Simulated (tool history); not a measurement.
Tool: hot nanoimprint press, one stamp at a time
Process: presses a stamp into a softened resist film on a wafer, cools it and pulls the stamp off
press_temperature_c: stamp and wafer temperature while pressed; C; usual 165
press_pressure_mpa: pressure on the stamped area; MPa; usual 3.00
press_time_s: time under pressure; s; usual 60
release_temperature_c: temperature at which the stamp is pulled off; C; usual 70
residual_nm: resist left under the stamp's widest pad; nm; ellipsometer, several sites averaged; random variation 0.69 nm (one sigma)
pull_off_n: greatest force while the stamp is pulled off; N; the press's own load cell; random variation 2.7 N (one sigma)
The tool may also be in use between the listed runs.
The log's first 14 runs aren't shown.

run	hour	press_temperature_c	press_pressure_mpa	press_time_s	release_temperature_c	residual_nm	pull_off_n
15	105.1	165	3.00	60	70	102.2	179
# hour 113.1: stamp cleaned and given a new release coat
16	118.3	160	3.00	60	76	118.8	167
17	129.0	160	3.00	60	76	119.7	167
18	138.8	168	3.00	60	78	94.4	157
19	146.2	165	2.01	89	70	113.3	179
20	154.2	165	2.01	89	70	113.0	180
21	164.8	165	3.45	53	78	98.8	160
22	172.1	153	4.26	60	64	122.0	204
23	181.2	153	3.47	56	64	138.3	201

Forecast run 24:
24	187.4	175	3.00	60	70	?	?

{"run 24": {"residual_nm": 77.7, "pull_off_n": 183}}
Without the tool's hidden state the same run would have given residual_nm 77.6 nm, pull_off_n 182 N.
